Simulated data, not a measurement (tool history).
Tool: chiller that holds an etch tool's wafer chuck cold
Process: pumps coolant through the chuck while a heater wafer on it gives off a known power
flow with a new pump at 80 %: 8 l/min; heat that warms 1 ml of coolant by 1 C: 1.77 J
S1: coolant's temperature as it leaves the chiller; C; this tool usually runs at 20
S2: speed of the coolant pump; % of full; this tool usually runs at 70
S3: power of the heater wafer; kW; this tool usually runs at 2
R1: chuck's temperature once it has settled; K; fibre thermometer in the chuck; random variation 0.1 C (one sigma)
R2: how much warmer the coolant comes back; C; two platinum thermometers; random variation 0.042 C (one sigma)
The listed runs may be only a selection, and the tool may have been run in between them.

run,day,S1,S2,S3,R1,R2
1,0,20,70,2,314.05,9.67
2,1.146,20,70,2,313.95,9.73
3,2.046,20,70,2,314.05,9.69
4,3.962,20,70,2,314.15,9.74
5,5.612,20,70,2,314.05,9.78
6,7.004,20,70,2,313.85,9.76
7,8.075,20,70,2,313.95,9.81
8,9.692,20,70,2,313.85,9.81
9,10.771,11,70,2,304.95,9.77
10,11.938,11,70,2,304.95,9.87
11,13.896,11,70,2,304.95,9.84
12,15.992,20,70,2.624,320.35,12.89
13,17.054,11,70,2.624,311.45,12.8
14,19.2,18,70,2,311.85,9.87
15,21.133,18,70,2,311.95,9.92
16,23.2,18,70,2,311.75,9.89
17,24.575,25,70,2,318.85,9.95
18,26.379,18,85,1.027,300.35,4.37
19,28.571,11,80,1.298,296.45,5.8
20,30.188,12,80,1.314,297.25,5.84
21,31.996,12,84,1.131,295.45,4.9
22,33.708,24,91,1.7,311.55,6.68
23,35.75,13,91,1.7,300.45,6.68
24,37.129,10,66,1.931,304.25,10.23
25,38.346,18,62,1.993,313.95,11.28
26,40.358,12,63,1.993,307.75,11.08
27,41.779,12,63,1.993,307.75,11.19
28,43.092,20,76,2.095,313.45,9.73
29,44.692,23,98,1.377,307.15,5.15
30,45.854,20,70,1.953,313.55,9.91
# day 46.817: gauge calibrated
31,47.496,24,81,2.025,315.85,8.5
32,49.3,12,66,2,306.85,10.37
33,50.212,12,91,1.342,296.55,5.06

How would selected steps in R2 from run to run divide? Give the signed amount a tool lacking its hidden state would still show from settings, what came in and random variation, and the signed amount left for the hidden state, including any gauge scatter that is not in both of the compared results.
Hidden state present: heat passed by the chuck's channels, % of clean ones'; flow at a given pump speed, % of a new pump's; coolant's true temperature over the reading, C; drift of the gauge itself on chuck_c, C; drift of the gauge itself on warmer_back_c, C.
Run 11 -> 12: S1 11 -> 20, S3 2 -> 2.624. R2 +3.05 C: hidden state +0.03, all else +3.02.
Run 14 -> 15: no setting touched and nothing written in the log between the runs. R2 +0.05 C: hidden state +0.03, all else +0.02.
Run 17 -> 18: S1 25 -> 18, S2 70 -> 85, S3 2 -> 1.027. R2 -5.58 C: hidden state +0.01, all else -5.59.
Run 29 -> 30: S1 23 -> 20, S2 98 -> 70, S3 1.377 -> 1.953. R2 +4.76 C: hidden state +0.02, all else +4.74.
Run 30 -> 31: S1 20 -> 24, S2 70 -> 81, S3 1.953 -> 2.025, gauge calibrated. R2 -1.41 C: hidden state -0.43, all else -0.98.
Run 32 -> 33: S2 66 -> 91, S3 2 -> 1.342. R2 -5.31 C: hidden state +0.01, all else -5.32.

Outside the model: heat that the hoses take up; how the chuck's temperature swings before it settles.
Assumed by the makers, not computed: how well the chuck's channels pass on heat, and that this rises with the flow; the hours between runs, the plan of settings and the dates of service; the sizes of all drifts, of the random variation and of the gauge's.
